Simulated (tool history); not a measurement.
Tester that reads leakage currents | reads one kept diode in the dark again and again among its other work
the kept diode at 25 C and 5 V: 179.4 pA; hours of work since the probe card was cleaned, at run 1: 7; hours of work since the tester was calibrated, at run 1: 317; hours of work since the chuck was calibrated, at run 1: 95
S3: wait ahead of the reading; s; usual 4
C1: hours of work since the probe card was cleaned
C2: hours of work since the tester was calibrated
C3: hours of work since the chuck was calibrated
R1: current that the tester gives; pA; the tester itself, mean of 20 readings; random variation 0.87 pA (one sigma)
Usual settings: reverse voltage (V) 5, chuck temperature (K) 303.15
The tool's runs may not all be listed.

run 1 hour=0 | reverse_voltage_(V)=5 chuck_temperature_(K)=303.15 S3=4 | C1=7 C2=317 C3=95 | R1=283.89
run 2 hour=31.3 | reverse_voltage_(V)=1.38 chuck_temperature_(K)=303.15 S3=4 | C1=25 C2=334 C3=112 | R1=182.21
run 3 hour=62 | reverse_voltage_(V)=5 chuck_temperature_(K)=330.15 S3=4 | C1=42 C2=352 C3=129 | R1=2861.72
run 4 hour=86 | reverse_voltage_(V)=5 chuck_temperature_(K)=303.15 S3=3.41 | C1=55 C2=365 C3=143 | R1=284.85
run 5 hour=116.5 | reverse_voltage_(V)=5 chuck_temperature_(K)=303.15 S3=3.41 | C1=72 C2=382 C3=160 | R1=283.16
run 6 hour=132.9 | reverse_voltage_(V)=5 chuck_temperature_(K)=303.15 S3=3.41 | C1=82 C2=391 C3=169 | R1=281.99
run 7 hour=162 | reverse_voltage_(V)=5 chuck_temperature_(K)=303.15 S3=3.41 | C1=98 C2=408 C3=185 | R1=280.94
-- hour=165.4 chuck's temperature calibrated
run 8 hour=181 | reverse_voltage_(V)=6.13 chuck_temperature_(K)=303.15 S3=4 | C1=107 C2=417 C3=9 | R1=297.82
run 9 hour=207.4 | reverse_voltage_(V)=6.13 chuck_temperature_(K)=303.15 S3=1.23 | C1=122 C2=432 C3=23 | R1=298.13
run 10 hour=230.8 | reverse_voltage_(V)=6.13 chuck_temperature_(K)=303.15 S3=1.23 | C1=135 C2=445 C3=37 | R1=298.43
run 11 hour=262.6 | reverse_voltage_(V)=1.86 chuck_temperature_(K)=303.15 S3=3.47 | C1=153 C2=463 C3=54 | R1=195.84
run 12 hour=292.9 | reverse_voltage_(V)=15.27 chuck_temperature_(K)=303.15 S3=7.59 | C1=170 C2=480 C3=71 | R1=409.43
run 13 hour=307.8 | reverse_voltage_(V)=10.78 chuck_temperature_(K)=303.15 S3=4.28 | C1=178 C2=488 C3=80 | R1=361.09
run 14 hour=336.2 | reverse_voltage_(V)=10.78 chuck_temperature_(K)=303.15 S3=4.28 | C1=194 C2=504 C3=95 | R1=360.96
-- hour=340.4 chuck's temperature calibrated, once more
run 15 hour=370 | reverse_voltage_(V)=3.51 chuck_temperature_(K)=296.15 S3=9.72 | C1=212 C2=521 C3=17 | R1=130.26
run 16 hour=401.1 | reverse_voltage_(V)=9.78 chuck_temperature_(K)=296.15 S3=7.04 | C1=229 C2=539 C3=34 | R1=188.55
run 17 hour=420.6 | reverse_voltage_(V)=6.37 chuck_temperature_(K)=312.15 S3=7.04 | C1=240 C2=550 C3=45 | R1=703.63

Forecast each of these 3 alternatives for the next run:
run A hour=436.7 | reverse_voltage_(V)=5 chuck_temperature_(K)=303.15 S3=4.65 | C1=249 C2=559 C3=54 | R1=?
run B hour=436.7 | reverse_voltage_(V)=1.18 chuck_temperature_(K)=308.15 S3=1.11 | C1=249 C2=559 C3=54 | R1=?
run C hour=436.7 | reverse_voltage_(V)=1.06 chuck_temperature_(K)=305.15 S3=0.52 | C1=249 C2=559 C3=54 | R1=?

run=A R1=286.77
run=B R1=270.96
run=C R1=199.92
Without the tool's hidden state the same runs would have given:
run=A R1=288.22
run=B R1=272.96
run=C R1=201.39
